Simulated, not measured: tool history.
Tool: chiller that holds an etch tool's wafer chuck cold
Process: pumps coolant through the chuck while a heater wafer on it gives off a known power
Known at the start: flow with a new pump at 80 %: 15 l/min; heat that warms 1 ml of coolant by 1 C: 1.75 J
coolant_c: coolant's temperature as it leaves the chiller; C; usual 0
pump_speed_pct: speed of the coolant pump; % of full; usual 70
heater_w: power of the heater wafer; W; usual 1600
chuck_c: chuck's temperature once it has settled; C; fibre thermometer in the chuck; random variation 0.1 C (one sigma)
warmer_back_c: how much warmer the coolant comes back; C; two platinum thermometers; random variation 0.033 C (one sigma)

run 1 hour=0 | coolant_c=0 pump_speed_pct=70 heater_w=1600 | chuck_c=16.7 warmer_back_c=5.15
run 2 hour=113.7 | coolant_c=0 pump_speed_pct=70 heater_w=1600 | chuck_c=16.8 warmer_back_c=5.15
run 3 hour=220.5 | coolant_c=8 pump_speed_pct=70 heater_w=1600 | chuck_c=25 warmer_back_c=5.17
run 4 hour=314 | coolant_c=6 pump_speed_pct=70 heater_w=1600 | chuck_c=23 warmer_back_c=5.24
run 5 hour=458.4 | coolant_c=6 pump_speed_pct=70 heater_w=1600 | chuck_c=23.6 warmer_back_c=5.18
run 6 hour=603 | coolant_c=6 pump_speed_pct=70 heater_w=1600 | chuck_c=23.4 warmer_back_c=5.25
run 7 hour=677.1 | coolant_c=6 pump_speed_pct=70 heater_w=1600 | chuck_c=23.6 warmer_back_c=5.22
run 8 hour=772.9 | coolant_c=6 pump_speed_pct=69 heater_w=1600 | chuck_c=24.1 warmer_back_c=5.38
run 9 hour=884.9 | coolant_c=6 pump_speed_pct=69 heater_w=1600 | chuck_c=24.3 warmer_back_c=5.35
run 10 hour=989.7 | coolant_c=0 pump_speed_pct=70 heater_w=1600 | chuck_c=18.2 warmer_back_c=5.3
run 11 hour=1129.4 | coolant_c=0 pump_speed_pct=70 heater_w=1600 | chuck_c=13.3 warmer_back_c=5.3
run 12 hour=1258.2 | coolant_c=0 pump_speed_pct=70 heater_w=1600 | chuck_c=13.8 warmer_back_c=5.36
run 13 hour=1394.7 | coolant_c=0 pump_speed_pct=70 heater_w=2276 | chuck_c=19.7 warmer_back_c=7.68
run 14 hour=1496.6 | coolant_c=-2 pump_speed_pct=70 heater_w=2330 | chuck_c=18.3 warmer_back_c=7.91
run 15 hour=1645.7 | coolant_c=-3 pump_speed_pct=70 heater_w=944 | chuck_c=3.7 warmer_back_c=2.46
run 16 hour=1717 | coolant_c=-3 pump_speed_pct=81 heater_w=968 | chuck_c=3.1 warmer_back_c=2.22
run 17 hour=1806 | coolant_c=5 pump_speed_pct=95 heater_w=968 | chuck_c=10.6 warmer_back_c=1.88
run 18 hour=1898.6 | coolant_c=4 pump_speed_pct=69 heater_w=1600 | chuck_c=15.9 warmer_back_c=4.32
run 19 hour=1969.5 | coolant_c=7 pump_speed_pct=67 heater_w=1201 | chuck_c=16.2 warmer_back_c=3.29
run 20 hour=2116.9 | coolant_c=-3 pump_speed_pct=84 heater_w=1267 | chuck_c=5.1 warmer_back_c=2.78
run 21 hour=2262.2 | coolant_c=-1 pump_speed_pct=68 heater_w=1624 | chuck_c=11.4 warmer_back_c=4.46
run 22 hour=2377.4 | coolant_c=1 pump_speed_pct=99 heater_w=1600 | chuck_c=10.3 warmer_back_c=3

Not shown: 3 entries that the log had between the listed runs. Between which runs, and how does the tool's hidden state differ before and after?
Between runs 10 and 11: chiller's thermometer calibrated (hour 1031.9); coolant changed, channels flushed (hour 1115.5)
  heat passed by the chuck's channels, % of clean ones': 73.5 -> 99.6; flow at a given pump speed, % of a new pump's: 78.9 -> 78.5; coolant's true temperature over the reading, C: 1.05 -> -0.01
  measured less the result without the state, chuck_c: +7.2 -> +2.4 C; warmer_back_c: +1.12 -> +1.15 C
Between runs 14 and 15: coolant pump overhauled (hour 1599.8)
  heat passed by the chuck's channels, % of clean ones': 97.8 -> 97; flow at a given pump speed, % of a new pump's: 77.4 -> 100.2; coolant's true temperature over the reading, C: 0.07 -> 0.09
  measured less the result without the state, chuck_c: +4.2 -> +0.2 C; warmer_back_c: +1.78 -> -0.01 C
